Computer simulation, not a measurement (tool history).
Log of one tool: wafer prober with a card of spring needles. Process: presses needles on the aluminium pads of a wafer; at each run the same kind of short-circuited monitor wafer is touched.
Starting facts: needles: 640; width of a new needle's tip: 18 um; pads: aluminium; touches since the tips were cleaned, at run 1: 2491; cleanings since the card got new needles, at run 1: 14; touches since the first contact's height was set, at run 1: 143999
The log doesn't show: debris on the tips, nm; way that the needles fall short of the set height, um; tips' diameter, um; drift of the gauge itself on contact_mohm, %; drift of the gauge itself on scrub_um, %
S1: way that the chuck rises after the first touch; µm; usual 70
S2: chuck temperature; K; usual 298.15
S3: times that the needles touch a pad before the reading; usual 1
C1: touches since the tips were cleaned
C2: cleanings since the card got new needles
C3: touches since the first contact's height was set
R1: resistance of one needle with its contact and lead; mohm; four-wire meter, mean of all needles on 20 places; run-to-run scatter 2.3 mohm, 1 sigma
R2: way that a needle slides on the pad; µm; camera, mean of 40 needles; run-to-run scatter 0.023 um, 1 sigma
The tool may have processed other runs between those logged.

run   hour  S1      S2  S3    C1  C2      C3   R1     R2
  1    0.0  70  298.15   1  2491  14  143999  311  10.42
  2    9.3  70  298.15   1  6617  14  148125  330  10.36
      14.7  -- tips cleaned on abrasive film
  3   17.3  77  298.15   1  1129  15  151583  284  11.41
  4   26.6  77  298.15   1  5242  15  155696  317  11.40
  5   33.5  77  298.15   1  8331  15  158785  320  11.39
      34.5  -- tips cleaned on abrasive film
  6   39.9  77  298.15   1  2396  16  161574  300  11.41
  7   50.4  77  298.15   1  7007  16  166185  323  11.47
      54.4  -- tips cleaned on abrasive film
  8   56.0  70  298.15   1   687  17  168617  279  10.40
  9   64.5  70  298.15   1  4450  17  172380  327  10.35
      74.2  -- tips cleaned on abrasive film
 10   75.5  70  298.15   1   563  18  177210  280  10.27
      76.7  -- height of the first contact set anew
 11   84.4  70  298.15   1  4345  18    3381  325  10.30
 12   90.6  57  298.15   1  7086  18    6122  365   8.31
      94.4  -- tips cleaned on abrasive film
 13   97.7  79  359.15   1  1485  19    9249  299  11.62
 14  104.9  79  359.15   1  4664  19   12428  329  11.68
 15  112.2  64  302.15   1  7881  19   15645  342   9.37
     114.1  -- tips cleaned on abrasive film
 16  119.7  55  398.15   2  2446  20   18903  336   8.01
 17  131.1  55  398.15   2  7509  20   23966  351   8.00
     134.4  -- tips cleaned on abrasive film
 18  136.9  55  398.15   2  1073  21   26462  313   7.99
 19  143.0  54  308.15   2  3770  21   29159  318   7.79
     144.1  -- height of the first contact set anew, once more
 20  150.7  70  314.15   1  7041  21    2901  334  10.53
     154.7  -- tips cleaned on abrasive film
 21  157.8  70  356.15   3  1389  22    6021  285  10.52
 22  167.5  55  316.15   2  5649  22   10281  327   8.31
 23  173.5  70  396.15   2  8313  22   12945  317  10.54
     175.2  -- tips cleaned on abrasive film
 24  184.2  70  396.15   2  3998  23   17645  316  10.53

Below are 5 alternative next runs, each starting from the tool's condition after run 24. Predict each:
  A  190.3  50  397.15   1  6703  23  20350   ?   ?
  B  190.3  55  386.15   1  6703  23  20350   ?   ?
  C  190.3  72  386.15   2  6703  23  20350   ?   ?
  D  190.3  85  298.15   1  6703  23  20350   ?   ?
  E  190.3  58  301.15   3  6703  23  20350   ?   ?

run   R1     R2
  A  401   7.53
  B  380   8.28
  C  317  10.87
  D  312  12.76
  E  294   8.68
Without the tool's unlogged condition, the same runs would have read:
run   R1     R2
  A  289   7.56
  B  282   8.31
  C  279  10.90
  D  255  12.79
  E  257   8.71

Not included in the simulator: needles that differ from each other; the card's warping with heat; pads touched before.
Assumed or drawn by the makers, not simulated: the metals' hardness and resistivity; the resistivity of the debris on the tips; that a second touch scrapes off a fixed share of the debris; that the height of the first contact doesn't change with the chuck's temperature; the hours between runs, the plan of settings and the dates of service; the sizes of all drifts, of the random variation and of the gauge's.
